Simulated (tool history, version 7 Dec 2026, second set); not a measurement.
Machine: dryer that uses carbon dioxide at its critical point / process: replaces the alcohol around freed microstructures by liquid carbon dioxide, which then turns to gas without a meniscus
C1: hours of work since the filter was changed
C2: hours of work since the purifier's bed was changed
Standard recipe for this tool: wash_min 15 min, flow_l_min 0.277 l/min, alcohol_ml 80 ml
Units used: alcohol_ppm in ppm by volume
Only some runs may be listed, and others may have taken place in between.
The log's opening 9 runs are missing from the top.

run 10 day=2.558 | wash_min=15 flow_l_min=0.277 alcohol_ml=80 | C1=143 C2=220 | alcohol_ppm=439
run 11 day=2.912 | wash_min=15 flow_l_min=0.468 alcohol_ml=80 | C1=149 C2=226 | alcohol_ppm=86
run 12 day=3.242 | wash_min=15 flow_l_min=0.468 alcohol_ml=80 | C1=155 C2=232 | alcohol_ppm=92
run 13 day=3.508 | wash_min=15 flow_l_min=0.277 alcohol_ml=80 | C1=159 C2=237 | alcohol_ppm=481
run 14 day=3.683 | wash_min=15 flow_l_min=0.263 alcohol_ml=80 | C1=162 C2=240 | alcohol_ppm=621
run 15 day=4.096 | wash_min=15 flow_l_min=0.263 alcohol_ml=80 | C1=169 C2=247 | alcohol_ppm=605
run 16 day=4.496 | wash_min=15 flow_l_min=0.277 alcohol_ml=99 | C1=176 C2=254 | alcohol_ppm=581
run 17 day=4.762 | wash_min=15 flow_l_min=0.349 alcohol_ml=80 | C1=181 C2=258 | alcohol_ppm=164
run 18 day=5.021 | wash_min=15 flow_l_min=0.349 alcohol_ml=80 | C1=185 C2=263 | alcohol_ppm=175
run 19 day=5.329 | wash_min=15 flow_l_min=0.341 alcohol_ml=80 | C1=191 C2=268 | alcohol_ppm=194
run 20 day=5.662 | wash_min=15 flow_l_min=0.341 alcohol_ml=80 | C1=196 C2=274 | alcohol_ppm=180
run 21 day=5.938 | wash_min=15 flow_l_min=0.341 alcohol_ml=80 | C1=201 C2=279 | alcohol_ppm=197
run 22 day=6.229 | wash_min=15 flow_l_min=0.341 alcohol_ml=80 | C1=206 C2=284 | alcohol_ppm=202
run 23 day=6.529 | wash_min=15 flow_l_min=0.341 alcohol_ml=100 | C1=211 C2=289 | alcohol_ppm=232
run 24 day=6.908 | wash_min=15 flow_l_min=0.242 alcohol_ml=93 | C1=218 C2=295 | alcohol_ppm=1112
run 25 day=7.129 | wash_min=15 flow_l_min=0.242 alcohol_ml=93 | C1=222 C2=299 | alcohol_ppm=1114
run 26 day=7.371 | wash_min=15 flow_l_min=0.298 alcohol_ml=117 | C1=226 C2=303 | alcohol_ppm=468
run 27 day=7.596 | wash_min=15 flow_l_min=0.298 alcohol_ml=117 | C1=230 C2=307 | alcohol_ppm=480
run 28 day=7.825 | wash_min=10 flow_l_min=0.298 alcohol_ml=117 | C1=234 C2=311 | alcohol_ppm=3341
run 29 day=8.204 | wash_min=18 flow_l_min=0.243 alcohol_ml=61 | C1=240 C2=318 | alcohol_ppm=330
run 30 day=8.475 | wash_min=11 flow_l_min=0.277 alcohol_ml=80 | C1=245 C2=322 | alcohol_ppm=2044
run 31 day=8.704 | wash_min=11 flow_l_min=0.277 alcohol_ml=80 | C1=249 C2=326 | alcohol_ppm=2158

What does the tool deliver on the next run?
run 32 day=9 | wash_min=11 flow_l_min=0.277 alcohol_ml=80 | C1=254 C2=331 | alcohol_ppm=?

{"run 32": {"alcohol_ppm": 2164}}
On a tool with no hidden condition, and with the same random variation, this run would have come out at alcohol_ppm 1801 ppm by volume.
